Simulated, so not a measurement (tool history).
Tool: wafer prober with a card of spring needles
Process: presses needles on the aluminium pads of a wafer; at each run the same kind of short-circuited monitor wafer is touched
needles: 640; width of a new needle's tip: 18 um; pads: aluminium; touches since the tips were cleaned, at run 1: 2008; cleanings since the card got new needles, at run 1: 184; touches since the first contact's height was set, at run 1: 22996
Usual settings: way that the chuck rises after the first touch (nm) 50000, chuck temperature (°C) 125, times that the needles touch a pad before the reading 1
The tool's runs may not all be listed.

run,hour,way that the chuck rises after the first touch (nm),chuck temperature (°C),times that the needles touch a pad before the reading,touches since the tips were cleaned,cleanings since the card got new needles,touches since the first contact's height was set,resistance of one needle with its contact and lead (mohm),way that a needle slides on the pad (nm)
1,0,50000,125,1,2008,184,22996,209,7670
# hour 4.6: tips cleaned on abrasive film
# hour 13.8: tips cleaned on abrasive film
# hour 25.3: tips cleaned on abrasive film
# hour 36.8: tips cleaned on abrasive film
# hour 46: tips cleaned on abrasive film
2,47.3,50000,125,1,458,189,39001,181,7540
# hour 56.5: tips cleaned on abrasive film
# hour 68: tips cleaned on abrasive film
# hour 79.4: tips cleaned on abrasive film
3,82.9,50000,125,1,1183,192,51067,215,7480
# hour 89.8: tips cleaned on abrasive film
# hour 99: tips cleaned on abrasive film
# hour 110.5: tips cleaned on abrasive film
# hour 121.5: tips cleaned on abrasive film
4,121.5,50000,125,1,0,196,64127,151,7430
# hour 133: tips cleaned on abrasive film
# hour 142.2: tips cleaned on abrasive film
# hour 149.3: height of the first contact set anew
# hour 153.9: tips cleaned on abrasive film
# hour 165.4: tips cleaned on abrasive film
# hour 176.9: tips cleaned on abrasive film
5,180.4,50000,125,1,1190,201,10518,211,7690
# hour 187.3: tips cleaned on abrasive film
# hour 198.7: tips cleaned on abrasive film
# hour 210.2: tips cleaned on abrasive film
# hour 219.4: tips cleaned on abrasive film
# hour 230.9: tips cleaned on abrasive film
# hour 242.3: tips cleaned on abrasive film
6,243.8,50000,125,1,511,207,32015,187,7590
# hour 253: tips cleaned on abrasive film
# hour 264.5: tips cleaned on abrasive film
# hour 276.5: card fitted with new needles
# hour 288: tips cleaned on abrasive film
# hour 299.4: tips cleaned on abrasive film
# hour 310.9: tips cleaned on abrasive film
7,318.1,50000,27,1,2446,3,14106,169,7650
# hour 320.4: tips cleaned on abrasive film, once more
# hour 331.9: tips cleaned on abrasive film
# hour 343.4: tips cleaned on abrasive film
# hour 354.8: tips cleaned on abrasive film
# hour 366.3: tips cleaned on abrasive film
8,370.3,50000,27,1,1365,8,31795,159,7610
# hour 377.2: tips cleaned on abrasive film
# hour 388.7: tips cleaned on abrasive film
# hour 400.2: tips cleaned on abrasive film
# hour 411.6: tips cleaned on abrasive film
# hour 423.1: tips cleaned on abrasive film
9,428.5,50000,125,1,1865,13,51539,180,7570
# hour 433.2: tips cleaned on abrasive film
# hour 444.7: tips cleaned on abrasive film
# hour 456.1: tips cleaned on abrasive film
10,456.7,50000,125,3,207,16,61074,133,7510
# hour 465.9: tips cleaned on abrasive film
# hour 475.1: tips cleaned on abrasive film
# hour 484.3: tips cleaned on abrasive film
# hour 493.7: height of the first contact set anew
# hour 496.1: tips cleaned on abrasive film
11,499.6,50000,125,3,1194,20,1972,139,7730
# hour 506.5: tips cleaned on abrasive film
# hour 518: tips cleaned on abrasive film
# hour 527.2: tips cleaned on abrasive film
# hour 538.6: tips cleaned on abrasive film
# hour 547.8: tips cleaned on abrasive film
# hour 559.3: tips cleaned on abrasive film
12,561.1,50000,125,3,632,26,22814,137,7610
# hour 570.3: tips cleaned on abrasive film
# hour 581.8: tips cleaned on abrasive film
# hour 593.3: tips cleaned on abrasive film
# hour 602.5: tips cleaned on abrasive film
13,602.5,39000,125,2,0,30,36819,138,5870
# hour 614: tips cleaned on abrasive film
# hour 625.4: tips cleaned on abrasive film
# hour 634.6: tips cleaned on abrasive film
# hour 646.1: tips cleaned on abrasive film
14,653.4,39000,125,2,2503,34,54086,200,5810
# hour 655.8: tips cleaned on abrasive film
# hour 667.2: tips cleaned on abrasive film
# hour 678.7: tips cleaned on abrasive film
# hour 690.2: tips cleaned on abrasive film
# hour 701.7: tips cleaned on abrasive film
# hour 711: height of the first contact set anew
# hour 712.2: tips cleaned on abrasive film
15,712.2,39000,125,2,0,40,366,141,6020
# hour 721.4: tips cleaned on abrasive film
# hour 730.6: tips cleaned on abrasive film
# hour 742.1: tips cleaned on abrasive film
# hour 751.3: tips cleaned on abrasive film
# hour 762.7: tips cleaned on abrasive film
16,770,50000,55,2,2498,45,19966,158,7660
# hour 772.4: tips cleaned on abrasive film
# hour 781.6: tips cleaned on abrasive film
# hour 793.1: tips cleaned on abrasive film
# hour 802.3: tips cleaned on abrasive film
# hour 813.7: tips cleaned on abrasive film
# hour 822.9: tips cleaned on abrasive film
# hour 833: tips cleaned on abrasive film
17,833,59000,125,2,0,52,41249,130,8920
# hour 842.2: tips cleaned on abrasive film
# hour 853.7: tips cleaned on abrasive film
# hour 865.1: tips cleaned on abrasive film
# hour 876.6: tips cleaned on abrasive film
# hour 885.8: tips cleaned on abrasive film
18,892.6,36000,125,2,2318,57,61447,215,5290
# hour 897.2: tips cleaned on abrasive film
# hour 908.7: tips cleaned on abrasive film
# hour 920.2: tips cleaned on abrasive film
# hour 929.6: height of the first contact set anew
# hour 931.9: tips cleaned on abrasive film
# hour 943.4: tips cleaned on abrasive film
# hour 954.9: tips cleaned on abrasive film
19,955,36000,125,2,54,63,8605,153,5490
# hour 964.2: tips cleaned on abrasive film
# hour 975.7: tips cleaned on abrasive film
# hour 987.2: tips cleaned on abrasive film
# hour 998.6: tips cleaned on abrasive film
# hour 1007.8: tips cleaned on abrasive film
20,1015.7,50000,70,1,2700,68,29188,202,7580
# hour 1018.1: tips cleaned on abrasive film
# hour 1029.6: tips cleaned on abrasive film
# hour 1041: tips cleaned on abrasive film
# hour 1052.5: tips cleaned on abrasive film
# hour 1061.7: tips cleaned on abrasive film
21,1062.1,50000,70,1,149,73,44884,132,7540

Run 22 comes next. What will it give?
# hour 1071.3: tips cleaned on abrasive film
# hour 1080.5: tips cleaned on abrasive film
# hour 1092: tips cleaned on abrasive film
# hour 1103.5: tips cleaned on abrasive film
# hour 1114.9: tips cleaned on abrasive film
22,1120.6,40000,70,2,1943,78,64704,?,?

resistance of one needle with its contact and lead (mohm): 195
way that a needle slides on the pad (nm): 5880
Without the tool's hidden state the same run would have given resistance of one needle with its contact and lead (mohm) 124, way that a needle slides on the pad (nm) 6160.
